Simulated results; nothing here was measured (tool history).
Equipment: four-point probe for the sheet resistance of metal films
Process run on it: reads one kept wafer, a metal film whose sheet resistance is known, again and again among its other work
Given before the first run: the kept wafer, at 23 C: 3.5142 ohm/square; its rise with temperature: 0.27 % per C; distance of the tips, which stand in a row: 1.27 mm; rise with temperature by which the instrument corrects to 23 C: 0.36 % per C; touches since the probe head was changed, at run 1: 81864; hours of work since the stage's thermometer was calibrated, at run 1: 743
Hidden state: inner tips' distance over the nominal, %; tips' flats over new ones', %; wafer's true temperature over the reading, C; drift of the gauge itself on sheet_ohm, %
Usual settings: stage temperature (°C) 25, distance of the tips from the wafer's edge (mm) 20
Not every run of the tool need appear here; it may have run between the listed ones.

run	hour	stage temperature (°C)	distance of the tips from the wafer's edge (mm)	touches since the probe head was changed	hours of work since the stage's thermometer was calibrated	sheet resistance as the instrument gives it (ohm/square)
1	0.0	25	20	81864	743	3.515335
2	72.1	25	20	86553	799	3.515040
3	143.1	25	20	91165	855	3.516689
4	198.7	29	20	94778	898	3.503560
5	232.3	29	20	96962	925	3.502810
6	283.0	30	20	100260	965	3.499869
7	360.4	30	20	105291	1025	3.500728
8	398.8	27	20	107789	1055	3.509249
9	470.8	25	20	112465	1112	3.514997
10	521.6	25	20	115767	1151	3.515459
11	593.6	25	20	120451	1208	3.514761
12	643.3	25	20	123678	1247	3.514296
13	694.0	25	20	126974	1286	3.515643
14	734.0	25	20	129573	1318	3.515785
15	775.8	25	20	132289	1350	3.516612
16	850.9	25	20	137173	1409	3.516981
17	903.5	25	20	140589	1450	3.517313
18	943.0	25	20	143160	1481	3.516203
19	974.5	25	20	145208	1506	3.515863
20	1039.6	25	14	149437	1557	3.524969
21	1108.9	25	14	153942	1611	3.522245
22	1144.5	25	20	156255	1639	3.516259
23	1178.6	35	20	158474	1666	3.485055
24	1215.0	35	20	160838	1694	3.484346
25	1289.4	35	20	165677	1753	3.484623
26	1334.6	25	7	168612	1788	3.568881
27	1382.8	21	44	171748	1826	3.523400
28	1447.6	19	58	175960	1877	3.527345
29	1478.7	21	58	177982	1901	3.523262
30	1515.9	35	58	180401	1930	3.478205
31	1583.9	35	11	184819	1983	3.502831
32	1643.3	25	48	188678	2030	3.510375
33	1713.6	25	8	193249	2085	3.555928
34	1784.3	21	20	197847	2140	3.529157
35	1831.7	30	26	200926	2177	3.497421
36	1894.0	20	9	204974	2226	3.561678
37	1970.3	20	9	209937	2286	3.561794
38	2027.9	18	9	213676	2331	3.568321
39	2061.2	18	9	215840	2357	3.568131
# hour 2118.1: new probe head fitted
40	2129.7	23	9	758	2410	3.553361
41	2183.5	29	9	4254	2452	3.533727
42	2229.0	29	9	7211	2488	3.532195
43	2263.4	29	9	9449	2515	3.532889
44	2327.5	35	7	13616	2565	3.537880
45	2390.3	28	67	17698	2614	3.499077

Forecast each of these 4 alternatives for the next run:
A	2435.1	25	42	20607	2649	?
B	2435.1	25	37	20607	2649	?
C	2435.1	27	32	20607	2649	?
D	2435.1	21	37	20607	2649	?

run	sheet resistance as the instrument gives it (ohm/square)
A	3.510688
B	3.510918
C	3.504505
D	3.524259
Without the tool's unlogged condition, the same runs would have read:
run	sheet resistance as the instrument gives it (ohm/square)
A	3.510586
B	3.510817
C	3.504404
D	3.524156
